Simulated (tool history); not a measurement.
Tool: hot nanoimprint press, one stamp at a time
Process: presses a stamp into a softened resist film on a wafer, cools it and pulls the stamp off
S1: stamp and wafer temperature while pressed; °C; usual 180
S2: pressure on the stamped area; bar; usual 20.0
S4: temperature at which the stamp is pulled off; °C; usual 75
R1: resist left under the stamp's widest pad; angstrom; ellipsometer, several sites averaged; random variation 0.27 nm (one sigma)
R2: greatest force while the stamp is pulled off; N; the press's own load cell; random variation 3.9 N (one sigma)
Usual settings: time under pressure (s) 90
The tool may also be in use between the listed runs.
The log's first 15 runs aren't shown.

Run 16, day 5.696: usual settings but S1 171 °C, S4 71 °C. Result: R1 1834 angstrom, R2 207 N.
Run 17, day 6.229: usual settings but S1 187 °C, S2 14.2 bar, S4 81 °C. Result: R1 1298 angstrom, R2 158 N.
Run 18, day 6.542: usual settings but S2 27.5 bar, time under pressure (s) 108. Result: R1 1127 angstrom, R2 185 N.
Run 19, day 6.808: usual settings but S1 185 °C, S4 78 °C. Result: R1 1188 angstrom, R2 177 N.
Run 20, day 7.138: usual settings but S1 185 °C, S2 13.2 bar, S4 78 °C. Result: R1 1431 angstrom, R2 172 N.
Run 21, day 7.375: usual settings but S1 182 °C, S2 26.9 bar, time under pressure (s) 65. Result: R1 1301 angstrom, R2 189 N.
Run 22, day 7.788: usual settings but S1 182 °C, S2 26.9 bar, time under pressure (s) 65. Result: R1 1308 angstrom, R2 191 N.
Run 23, day 8.342: usual settings but S1 179 °C, S2 19.3 bar, time under pressure (s) 60, S4 61 °C. Result: R1 1685 angstrom, R2 264 N.
Run 24, day 8.788: usual settings but S1 183 °C, S2 19.3 bar, time under pressure (s) 77, S4 61 °C. Result: R1 1375 angstrom, R2 272 N.
Run 25, day 9.262: usual settings but S1 183 °C, S2 19.3 bar, time under pressure (s) 77, S4 61 °C. Result: R1 1374 angstrom, R2 266 N.
Run 26, day 9.588: usual settings but S1 179 °C, S2 19.3 bar, time under pressure (s) 77, S4 72 °C. Result: R1 1552 angstrom, R2 206 N.
Run 27, day 9.912: usual settings but S1 183 °C, S4 81 °C. Result: R1 1273 angstrom, R2 163 N.
Run 28, day 10.296: usual settings but S1 183 °C, S4 81 °C. Result: R1 1274 angstrom, R2 159 N.
Run 29, day 10.742: usual settings but time under pressure (s) 109, S4 76 °C. Result: R1 1300 angstrom, R2 182 N.
Run 30, day 11.150: usual settings but S1 192 °C, S4 69 °C. Result: R1 966 angstrom, R2 218 N.

Forecast each of these 4 alternatives for the next run:
Run A, day 11.642: usual settings but S1 191 °C, S4 69 °C. Result: R1 ?, R2 ?.
Run B, day 11.642: usual settings but S1 183 °C, S4 69 °C. Result: R1 ?, R2 ?.
Run C, day 11.642: usual settings but S1 191 °C, S2 22.2 bar, S4 67 °C. Result: R1 ?, R2 ?.
Run D, day 11.642: usual settings but S1 192 °C, S2 13.4 bar, S4 69 °C. Result: R1 ?, R2 ?.

run    R1   R2
  A   996  219
  B  1280  222
  C   949  242
  D  1169  224
Without the tool's hidden state the same runs would have given:
run    R1   R2
  A   976  217
  B  1254  221
  C   929  241
  D  1146  223
